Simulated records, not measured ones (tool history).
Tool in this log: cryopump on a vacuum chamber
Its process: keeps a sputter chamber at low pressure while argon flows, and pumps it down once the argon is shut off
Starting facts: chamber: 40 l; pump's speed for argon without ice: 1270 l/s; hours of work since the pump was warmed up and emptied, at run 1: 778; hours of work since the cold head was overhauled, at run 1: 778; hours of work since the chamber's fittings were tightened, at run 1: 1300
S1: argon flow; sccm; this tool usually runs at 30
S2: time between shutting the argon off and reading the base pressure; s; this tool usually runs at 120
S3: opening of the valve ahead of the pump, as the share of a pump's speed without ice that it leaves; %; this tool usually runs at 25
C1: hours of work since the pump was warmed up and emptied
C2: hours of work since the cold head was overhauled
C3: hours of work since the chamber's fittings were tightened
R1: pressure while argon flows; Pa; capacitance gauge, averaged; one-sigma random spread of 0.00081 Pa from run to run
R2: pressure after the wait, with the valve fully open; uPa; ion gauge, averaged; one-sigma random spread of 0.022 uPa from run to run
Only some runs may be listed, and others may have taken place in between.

{"run": 1, "day": 0.0, "S1": 30, "S2": 120, "S3": 25, "C1": 778, "C2": 778, "C3": 1300, "R1": 0.1708, "R2": 1.6}
{"day": 1.192, "done": "leaking fittings of the chamber tightened, without venting"}
{"run": 2, "day": 1.271, "S1": 28, "S2": 120, "S3": 25, "C1": 800, "C2": 800, "C3": 1, "R1": 0.1583, "R2": 0.76}
{"run": 3, "day": 2.079, "S1": 28, "S2": 120, "S3": 25, "C1": 815, "C2": 815, "C3": 16, "R1": 0.1592, "R2": 0.78}
{"run": 4, "day": 3.417, "S1": 25, "S2": 120, "S3": 25, "C1": 840, "C2": 840, "C3": 41, "R1": 0.1428, "R2": 0.78}
{"run": 5, "day": 4.279, "S1": 25, "S2": 120, "S3": 25, "C1": 856, "C2": 856, "C3": 57, "R1": 0.1428, "R2": 0.75}
{"run": 6, "day": 5.738, "S1": 25, "S2": 120, "S3": 25, "C1": 883, "C2": 883, "C3": 84, "R1": 0.1415, "R2": 0.84}
{"run": 7, "day": 7.15, "S1": 30, "S2": 120, "S3": 25, "C1": 910, "C2": 910, "C3": 111, "R1": 0.1724, "R2": 0.83}
{"run": 8, "day": 7.862, "S1": 30, "S2": 120, "S3": 25, "C1": 923, "C2": 923, "C3": 124, "R1": 0.1728, "R2": 0.83}
{"day": 8.771, "done": "pump warmed up, emptied and cooled again"}
{"run": 9, "day": 9.042, "S1": 30, "S2": 120, "S3": 25, "C1": 5, "C2": 941, "C3": 142, "R1": 0.1607, "R2": 0.76}
{"run": 10, "day": 9.912, "S1": 15, "S2": 120, "S3": 25, "C1": 21, "C2": 957, "C3": 158, "R1": 0.0791, "R2": 0.8}
{"run": 11, "day": 10.633, "S1": 15, "S2": 120, "S3": 25, "C1": 35, "C2": 970, "C3": 171, "R1": 0.0801, "R2": 0.79}
{"run": 12, "day": 11.875, "S1": 15, "S2": 120, "S3": 25, "C1": 58, "C2": 993, "C3": 195, "R1": 0.0805, "R2": 0.77}
{"run": 13, "day": 12.904, "S1": 40, "S2": 120, "S3": 25, "C1": 77, "C2": 1013, "C3": 214, "R1": 0.2154, "R2": 0.82}

Forecast run 14:
{"run": 14, "day": 14.379, "S1": 32, "S2": 107, "S3": 15, "C1": 104, "C2": 1040, "C3": 241, "R1": "?", "R2": "?"}

For run 14 the tool returned R1 0.2838 Pa, R2 0.88 uPa.
Minus the tool's unlogged condition, the same run would have read R1 0.2823 Pa, R2 0.72 uPa.
